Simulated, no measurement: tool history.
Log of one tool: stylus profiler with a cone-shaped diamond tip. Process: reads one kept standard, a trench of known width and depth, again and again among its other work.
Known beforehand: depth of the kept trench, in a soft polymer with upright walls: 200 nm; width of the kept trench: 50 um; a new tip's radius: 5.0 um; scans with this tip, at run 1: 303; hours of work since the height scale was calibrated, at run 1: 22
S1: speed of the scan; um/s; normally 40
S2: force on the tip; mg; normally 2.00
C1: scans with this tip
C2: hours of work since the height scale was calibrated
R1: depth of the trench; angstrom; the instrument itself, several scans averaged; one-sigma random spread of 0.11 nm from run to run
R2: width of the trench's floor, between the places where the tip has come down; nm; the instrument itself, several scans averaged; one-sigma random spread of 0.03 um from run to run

{"run": 1, "hour": 0.0, "S1": 40, "S2": 2.0, "C1": 303, "C2": 22, "R1": 2015.2, "R2": 47000}
{"run": 2, "hour": 14.9, "S1": 40, "S2": 2.0, "C1": 426, "C2": 31, "R1": 2013.5, "R2": 46980}
{"run": 3, "hour": 37.0, "S1": 40, "S2": 2.0, "C1": 607, "C2": 44, "R1": 2011.3, "R2": 47000}
{"run": 4, "hour": 52.2, "S1": 40, "S2": 2.0, "C1": 732, "C2": 53, "R1": 2011.0, "R2": 46960}
{"run": 5, "hour": 74.4, "S1": 40, "S2": 2.0, "C1": 915, "C2": 66, "R1": 2013.0, "R2": 46970}
{"run": 6, "hour": 89.0, "S1": 40, "S2": 0.91, "C1": 1034, "C2": 75, "R1": 2007.6, "R2": 46780}
{"run": 7, "hour": 109.6, "S1": 40, "S2": 2.0, "C1": 1204, "C2": 87, "R1": 2012.0, "R2": 46890}
{"run": 8, "hour": 127.7, "S1": 40, "S2": 2.0, "C1": 1353, "C2": 98, "R1": 2011.8, "R2": 46940}
{"run": 9, "hour": 138.9, "S1": 40, "S2": 2.0, "C1": 1445, "C2": 104, "R1": 2013.5, "R2": 46870}
{"run": 10, "hour": 153.4, "S1": 40, "S2": 0.77, "C1": 1564, "C2": 113, "R1": 2007.0, "R2": 46760}
{"run": 11, "hour": 171.2, "S1": 40, "S2": 0.77, "C1": 1711, "C2": 123, "R1": 2006.2, "R2": 46820}
{"run": 12, "hour": 180.3, "S1": 100, "S2": 2.0, "C1": 1785, "C2": 129, "R1": 2012.4, "R2": 46540}
{"run": 13, "hour": 202.1, "S1": 16, "S2": 2.0, "C1": 1964, "C2": 142, "R1": 2010.6, "R2": 46970}
{"run": 14, "hour": 221.5, "S1": 40, "S2": 1.56, "C1": 2124, "C2": 153, "R1": 2009.2, "R2": 46810}
{"run": 15, "hour": 234.5, "S1": 40, "S2": 1.56, "C1": 2231, "C2": 161, "R1": 2010.5, "R2": 46800}
{"run": 16, "hour": 249.6, "S1": 40, "S2": 1.56, "C1": 2355, "C2": 170, "R1": 2009.1, "R2": 46840}
{"run": 17, "hour": 263.3, "S1": 114, "S2": 1.98, "C1": 2468, "C2": 178, "R1": 2011.2, "R2": 46430}
{"run": 18, "hour": 283.9, "S1": 114, "S2": 1.44, "C1": 2637, "C2": 190, "R1": 2009.4, "R2": 46350}
{"run": 19, "hour": 301.2, "S1": 15, "S2": 2.57, "C1": 2779, "C2": 201, "R1": 2014.1, "R2": 46900}
{"run": 20, "hour": 313.9, "S1": 33, "S2": 2.51, "C1": 2884, "C2": 208, "R1": 2014.2, "R2": 46880}
{"run": 21, "hour": 324.6, "S1": 33, "S2": 2.51, "C1": 2972, "C2": 214, "R1": 2012.6, "R2": 46750}
{"run": 22, "hour": 334.3, "S1": 10, "S2": 0.74, "C1": 3051, "C2": 220, "R1": 2004.6, "R2": 46900}
{"run": 23, "hour": 343.6, "S1": 10, "S2": 0.74, "C1": 3128, "C2": 226, "R1": 2006.4, "R2": 46950}
{"run": 24, "hour": 359.8, "S1": 149, "S2": 3.01, "C1": 3261, "C2": 235, "R1": 2014.7, "R2": 46390}
{"run": 25, "hour": 376.0, "S1": 40, "S2": 3.05, "C1": 3395, "C2": 245, "R1": 2013.8, "R2": 46800}
{"run": 26, "hour": 390.6, "S1": 35, "S2": 1.11, "C1": 3514, "C2": 254, "R1": 2006.8, "R2": 46780}
{"run": 27, "hour": 404.4, "S1": 85, "S2": 1.11, "C1": 3628, "C2": 262, "R1": 2008.4, "R2": 46400}
{"run": 28, "hour": 424.1, "S1": 71, "S2": 1.26, "C1": 3790, "C2": 273, "R1": 2006.4, "R2": 46560}
{"run": 29, "hour": 438.8, "S1": 18, "S2": 0.95, "C1": 3911, "C2": 282, "R1": 2006.1, "R2": 46800}
{"run": 30, "hour": 450.6, "S1": 120, "S2": 0.78, "C1": 4008, "C2": 289, "R1": 2005.4, "R2": 45960}
{"run": 31, "hour": 465.3, "S1": 120, "S2": 0.78, "C1": 4129, "C2": 298, "R1": 2002.4, "R2": 45980}
{"run": 32, "hour": 474.8, "S1": 120, "S2": 0.78, "C1": 4207, "C2": 304, "R1": 2005.8, "R2": 46010}

Table of differences, measured result less the result of that run with no hidden state. Run-to-run variation is the same in both. Gauge scatter possibly is not:
What the log doesn't record here: radius of the tip, um; height scale over the true one, %; drift of the gauge itself on depth_nm, %; drift of the gauge itself on floor_um, %.
run=1 R1=+0.3 R2=-20
run=2 R1=+0.3 R2=-30
run=3 R1=+0.1 R2=-50
run=4 R1=+0.1 R2=-50
run=5 R1=-0.1 R2=-60
run=6 R1=-0.1 R2=-70
run=7 R1=-0.2 R2=-90
run=8 R1=-0.3 R2=-100
run=9 R1=-0.4 R2=-100
run=10 R1=-0.4 R2=-110
run=11 R1=-0.5 R2=-120
run=12 R1=-0.6 R2=-130
run=13 R1=-0.7 R2=-130
run=14 R1=-0.7 R2=-150
run=15 R1=-0.9 R2=-160
run=16 R1=-0.9 R2=-160
run=17 R1=-0.9 R2=-170
run=18 R1=-1.1 R2=-180
run=19 R1=-1.2 R2=-190
run=20 R1=-1.3 R2=-200
run=21 R1=-1.3 R2=-200
run=22 R1=-1.3 R2=-210
run=23 R1=-1.4 R2=-210
run=24 R1=-1.5 R2=-230
run=25 R1=-1.6 R2=-230
run=26 R1=-1.6 R2=-240
run=27 R1=-1.7 R2=-250
run=28 R1=-1.8 R2=-260
run=29 R1=-1.9 R2=-270
run=30 R1=-2.0 R2=-270
run=31 R1=-2.0 R2=-280
run=32 R1=-2.1 R2=-280

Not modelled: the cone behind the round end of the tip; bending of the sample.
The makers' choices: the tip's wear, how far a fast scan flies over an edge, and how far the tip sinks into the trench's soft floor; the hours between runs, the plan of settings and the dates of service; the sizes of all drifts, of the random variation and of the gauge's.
